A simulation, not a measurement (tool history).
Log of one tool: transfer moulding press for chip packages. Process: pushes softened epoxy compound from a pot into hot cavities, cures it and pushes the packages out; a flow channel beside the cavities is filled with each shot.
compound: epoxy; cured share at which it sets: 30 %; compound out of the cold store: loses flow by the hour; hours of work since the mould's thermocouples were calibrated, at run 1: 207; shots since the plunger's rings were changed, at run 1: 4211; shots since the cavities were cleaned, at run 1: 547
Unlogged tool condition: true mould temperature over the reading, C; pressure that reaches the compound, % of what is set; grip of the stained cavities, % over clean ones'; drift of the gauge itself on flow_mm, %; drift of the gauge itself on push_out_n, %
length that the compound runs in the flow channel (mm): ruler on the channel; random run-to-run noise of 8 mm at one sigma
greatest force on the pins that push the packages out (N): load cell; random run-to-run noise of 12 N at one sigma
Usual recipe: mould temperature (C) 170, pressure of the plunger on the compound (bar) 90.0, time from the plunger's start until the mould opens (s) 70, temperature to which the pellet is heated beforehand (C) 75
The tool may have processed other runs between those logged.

run	hour	mould temperature (C)	pressure of the plunger on the compound (bar)	time from the plunger's start until the mould opens (s)	temperature to which the pellet is heated beforehand (C)	hours of work since the mould's thermocouples were calibrated	shots since the plunger's rings were changed	shots since the cavities were cleaned	incoming compound's hours out of the cold store	length that the compound runs in the flow channel (mm)	greatest force on the pins that push the packages out (N)
1	0.0	170	90.0	70	75	207	4211	547	25.7	929	563
2	14.3	170	90.0	70	75	214	4388	724	37.2	895	534
3	32.5	170	90.0	70	75	223	4615	951	34.8	887	559
# hour 47.9: cavities cleaned with cleaning compound and waxed
4	47.9	170	90.0	70	75	230	4788	0	40.3	875	536
5	57.5	170	90.0	70	75	235	4908	120	17.7	984	577
6	71.2	170	90.0	70	75	241	5078	290	10.3	1007	601
7	79.8	170	90.0	70	75	246	5186	398	26.7	937	575
8	88.5	170	90.0	70	75	250	5295	507	18.3	986	610
9	100.1	170	90.0	70	75	255	5438	650	41.2	859	535
10	115.8	170	90.0	70	75	263	5634	846	36.6	885	553
11	129.5	170	90.0	70	75	270	5804	1016	42.4	865	536
# hour 139.2: cavities cleaned with cleaning compound and waxed
12	140.3	170	90.0	70	68	274	5920	13	22.5	947	591
13	148.6	170	90.0	70	77	278	6024	117	12.8	1002	595
# hour 164.0: plunger's sealing rings changed
14	164.0	170	90.0	70	77	285	0	277	36.9	874	530
15	176.1	170	90.0	70	77	291	151	428	40.9	868	554
16	193.0	170	73.9	70	79	299	362	639	12.4	898	595
17	207.5	177	73.9	70	79	306	542	819	40.1	779	371
18	219.1	162	80.1	55	74	312	686	963	47.7	804	1410
19	228.3	162	80.1	55	74	316	801	1078	38.9	845	1458
# hour 233.5: cavities cleaned with cleaning compound and waxed
20	242.5	163	97.1	93	75	322	959	112	44.3	901	444
21	256.8	174	97.1	93	79	329	1137	290	33.7	906	346
22	270.4	170	89.0	70	66	336	1307	460	32.6	893	581
23	282.0	170	101.0	70	76	342	1450	603	39.4	934	539
24	298.5	170	105.0	70	70	350	1656	809	33.3	968	572
25	309.0	170	90.0	89	73	355	1787	940	10.4	1002	367
26	317.5	170	90.0	89	79	359	1892	1045	23.2	939	356
# hour 324.5: cavities cleaned with cleaning compound and waxed
27	327.9	170	103.6	70	75	363	2003	41	46.8	896	524
28	339.6	165	109.0	75	75	369	2149	187	42.1	950	639

Alternative continuations, all from the tool just after run 28; predict every row:
A	356.0	174	77.5	70	75	377	2353	391	30.4	?	?
B	356.0	173	74.7	70	69	377	2353	391	28.4	?	?
C	356.0	177	109.0	54	82	377	2353	391	14.2	?	?

run	length that the compound runs in the flow channel (mm)	greatest force on the pins that push the packages out (N)
A	841	432
B	832	475
C	1067	763
With the hidden condition removed and each run's random variation left untouched, the same runs would have given:
run	length that the compound runs in the flow channel (mm)	greatest force on the pins that push the packages out (N)
A	841	430
B	832	472
C	1067	758
